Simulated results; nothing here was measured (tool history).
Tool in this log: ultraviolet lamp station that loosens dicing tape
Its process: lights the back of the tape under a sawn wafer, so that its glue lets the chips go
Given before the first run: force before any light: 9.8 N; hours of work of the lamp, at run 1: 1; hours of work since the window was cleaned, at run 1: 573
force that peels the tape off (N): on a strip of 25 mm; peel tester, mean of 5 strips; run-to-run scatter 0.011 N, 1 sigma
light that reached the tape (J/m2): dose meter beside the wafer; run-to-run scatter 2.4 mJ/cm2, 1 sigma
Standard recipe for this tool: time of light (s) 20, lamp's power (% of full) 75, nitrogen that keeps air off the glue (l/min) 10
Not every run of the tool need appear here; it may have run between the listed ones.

run     day  time of light (s)  lamp's power (% of full)  nitrogen that keeps air off the glue (l/min)  hours of work of the lamp  hours of work since the window was cleaned  force that peels the tape off (N)  light that reached the tape (J/m2)
  1   0.000                 20                        75                                            10                          1                                         573                              0.663                                2450
  2   1.379                 20                        75                                            10                         23                                         594                              0.720                                2340
      2.371  -- window cleaned of glue's vapour
  3   2.371                 20                        75                                            10                         38                                           0                              0.535                                2620
  4   3.221                 10                        75                                            10                         51                                          13                              2.191                                1280
  5   4.346                 10                        75                                            10                         68                                          31                              2.242                                1290
  6   5.638                 10                        75                                            10                         88                                          51                              2.198                                1290
  7   7.604                 20                        75                                             5                        119                                          81                              1.046                                2570
  8   9.196                 18                        84                                             7                        143                                         105                              0.803                                2580
  9  11.233                 18                        84                                             7                        175                                         137                              0.814                                2520
 10  12.238                 18                        84                                            18                        190                                         152                              0.394                                2500
 11  13.650                 36                        84                                            18                        212                                         174                              0.119                                5000
 12  14.875                 36                        84                                            18                        231                                         193                              0.120                                4910

Each row is a separate what-if for the run after 12, all from the same tool condition, not one after another. Results?
  A  16.125                 14                        84                                            16                        250                                         212                                  ?                                   ?
  B  16.125                 20                        89                                            10                        250                                         212                                  ?                                   ?
  C  16.125                 12                        75                                            10                        250                                         212                                  ?                                   ?

run  force that peels the tape off (N)  light that reached the tape (J/m2)
  A                              0.848                                1860
  B                              0.472                                2850
  C                              1.871                                1440
With no hidden state in the tool, these same runs would have given:
run  force that peels the tape off (N)  light that reached the tape (J/m2)
  A                              0.655                                2090
  B                              0.360                                3190
  C                              1.553                                1620
